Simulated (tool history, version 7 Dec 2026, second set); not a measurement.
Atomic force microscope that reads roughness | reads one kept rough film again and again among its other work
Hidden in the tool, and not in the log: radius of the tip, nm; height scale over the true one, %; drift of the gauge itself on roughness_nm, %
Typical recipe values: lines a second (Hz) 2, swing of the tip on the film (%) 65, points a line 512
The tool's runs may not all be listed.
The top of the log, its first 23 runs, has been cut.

run   hour  lines a second (Hz)  swing of the tip on the film (%)  points a line  pictures with this tip  hours of work since the height scale was calibrated  roughness of the kept film (nm (root mean square))
 24  329.6                 2.93                                73            780                      94                                                   36                                               2.505
 25  341.1                 0.91                                65            512                     107                                                   41                                               2.802
 26  356.3                 0.59                                58            848                     124                                                   48                                               2.847
 27  365.8                 0.68                                65            512                     135                                                   52                                               2.818
 28  375.2                 0.79                                65            504                     146                                                   56                                                2.81
 29  388.6                 0.79                                65            504                     161                                                   61                                               2.805
 30  402.3                 0.79                                65            519                     176                                                   67                                               2.794
 31  416.5                 0.79                                65            519                     192                                                   73                                               2.796
 32  432.3                 1.47                                64            512                     210                                                   80                                                2.73
 33  442.6                 1.47                                64            512                     222                                                   84                                               2.724
     446.2  -- new tip fitted
 34  455.1                    2                                65            282                      10                                                   89                                               2.738
 35  466.2                    2                                65            282                      22                                                   94                                               2.742
 36  481.6                 1.83                                76            964                      40                                                  101                                               2.618
 37  500.2                 1.83                                76            964                      61                                                  108                                               2.611
 38  519.7                 1.83                                76            964                      83                                                  117                                               2.607
 39  533.6                 1.83                                76            964                      99                                                  123                                               2.609

Here are 5 independent what-if runs from the current tool condition. What would each one return?
  A  544.5                 2.55                                76            671                     111                                                  127                                                   ?
  B  544.5                 1.82                                65            512                     111                                                  127                                                   ?
  C  544.5                  1.7                                81            453                     111                                                  127                                                   ?
  D  544.5                 3.81                                82            446                     111                                                  127                                                   ?
  E  544.5                 3.27                                72            964                     111                                                  127                                                   ?

run  roughness of the kept film (nm (root mean square))
  A                                               2.494
  B                                               2.729
  C                                               2.542
  D                                               2.185
  E                                               2.483
Take away the tool's hidden state, keep each run's random variation, and the runs would have read:
run  roughness of the kept film (nm (root mean square))
  A                                               2.525
  B                                               2.763
  C                                               2.574
  D                                               2.213
  E                                               2.514

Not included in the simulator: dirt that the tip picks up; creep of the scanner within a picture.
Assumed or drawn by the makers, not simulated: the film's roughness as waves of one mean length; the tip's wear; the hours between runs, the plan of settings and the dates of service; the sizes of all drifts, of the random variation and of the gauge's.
